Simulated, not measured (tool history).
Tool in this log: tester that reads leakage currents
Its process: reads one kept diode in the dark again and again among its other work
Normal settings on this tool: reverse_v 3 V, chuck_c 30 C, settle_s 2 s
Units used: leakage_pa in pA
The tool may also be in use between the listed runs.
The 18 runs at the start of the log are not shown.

run      day  reverse_v  chuck_c  settle_s  hours of work since the probe card was cleaned  hours of work since the tester was calibrated  hours of work since the chuck was calibrated  leakage_pa
 19   83.908          3       30         2                                            1379                                            628                                           183      168.52
 20     87.5          3       30         2                                            1444                                            693                                           248      168.13
 21   92.129       3.16       46         2                                            1528                                            777                                           332      629.49
 22   98.158        4.9       30      1.04                                            1637                                            886                                           441      200.94
 23  101.992        4.9       43      1.85                                            1706                                            955                                           511      585.51
     105.904  -- probe card cleaned and baked
 24  106.767          3       32         2                                              16                                           1039                                           595      194.52
 25  111.396       2.42       24      5.58                                              99                                           1123                                           679       89.04
 26  116.825       2.42       24      5.58                                             198                                           1221                                           777        88.6
 27  119.454        9.9       42      0.49                                             245                                           1269                                           825      695.65
 28  125.592       6.58       30         2                                             356                                           1380                                           936      218.29
 29  131.508       3.55       28      1.59                                             463                                           1487                                          1043      145.78
 30  136.662          3       27      0.44                                             557                                           1580                                          1136      124.83
 31  142.108          3       27      0.44                                             655                                           1679                                          1235      124.77
 32  147.683          3       30      3.16                                             756                                           1780                                          1335      160.73
 33  153.179          3       30      1.79                                             856                                           1879                                          1435      160.91
 34  155.925      11.06       56      2.62                                             905                                           1929                                          1485     2094.01
 35  158.562          3       59      2.38                                             953                                           1977                                          1532     1587.76
     161.108  -- tester calibrated
 36  161.912          3       59      2.38                                            1012                                             15                                          1592     1583.08
 37  167.871          3       59      2.38                                            1120                                            122                                          1699     1582.37
 38  173.271          3       60      1.41                                            1218                                            220                                          1797      1700.4
 39    178.2       8.61       24      1.76                                            1307                                            309                                          1886      142.29

Here are 3 independent what-if runs from the current tool condition. What would each one return?
  A  181.408          3       30      0.36                                            1365                                            367                                          1944           ?
  B  181.408      14.68       24      0.91                                            1365                                            367                                          1944           ?
  C  181.408       5.42       36      1.11                                            1365                                            367                                          1944           ?

run  leakage_pa
  A      160.01
  B      176.55
  C      333.21
Without the tool's hidden state the same runs would have given:
run  leakage_pa
  A      169.51
  B      182.43
  C      352.53
